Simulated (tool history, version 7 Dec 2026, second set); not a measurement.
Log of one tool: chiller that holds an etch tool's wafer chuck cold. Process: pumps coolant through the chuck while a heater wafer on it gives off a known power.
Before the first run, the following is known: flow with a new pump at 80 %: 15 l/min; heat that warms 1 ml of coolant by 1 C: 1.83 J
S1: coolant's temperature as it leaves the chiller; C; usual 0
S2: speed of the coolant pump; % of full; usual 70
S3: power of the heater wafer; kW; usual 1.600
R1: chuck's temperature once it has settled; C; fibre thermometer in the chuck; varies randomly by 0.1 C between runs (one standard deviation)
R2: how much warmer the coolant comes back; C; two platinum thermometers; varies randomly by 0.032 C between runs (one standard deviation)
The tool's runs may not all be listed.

run 1 day=0.000 | S1=0 S2=70 S3=1.600 | R1=10.6 R2=4.05
run 2 day=1.775 | S1=0 S2=70 S3=1.600 | R1=10.7 R2=4.01
run 3 day=2.571 | S1=0 S2=70 S3=1.600 | R1=10.7 R2=4.05
run 4 day=4.454 | S1=0 S2=65 S3=1.600 | R1=11.2 R2=4.32
run 5 day=5.675 | S1=0 S2=70 S3=1.600 | R1=10.7 R2=3.95
run 6 day=7.433 | S1=0 S2=68 S3=1.600 | R1=10.7 R2=4.07
run 7 day=8.404 | S1=0 S2=68 S3=1.600 | R1=10.9 R2=4.03
run 8 day=10.229 | S1=0 S2=68 S3=1.600 | R1=10.8 R2=4.03
run 9 day=11.492 | S1=0 S2=70 S3=1.600 | R1=10.6 R2=3.85
run 10 day=13.062 | S1=0 S2=70 S3=1.600 | R1=10.7 R2=3.85
run 11 day=14.217 | S1=0 S2=70 S3=1.022 | R1=6.9 R2=2.35
run 12 day=15.788 | S1=0 S2=70 S3=1.022 | R1=6.8 R2=2.36
run 13 day=16.779 | S1=0 S2=70 S3=1.022 | R1=6.7 R2=2.36
run 14 day=17.912 | S1=0 S2=70 S3=1.600 | R1=10.4 R2=3.78
run 15 day=19.100 | S1=0 S2=70 S3=1.600 | R1=10.7 R2=3.80
-- day=20.029 gauge calibrated
run 16 day=20.104 | S1=0 S2=70 S3=1.600 | R1=10.6 R2=3.96
run 17 day=21.700 | S1=-3 S2=90 S3=1.692 | R1=6.5 R2=3.23

Estimate the outcome of run 18 from the log above:
run 18 day=23.338 | S1=-5 S2=90 S3=0.839 | R1=? R2=?

R1: -0.3 C
R2: 1.53 C
The same run, on a tool lacking any hidden state, would have yielded R1 -0.3 C, R2 1.58 C.
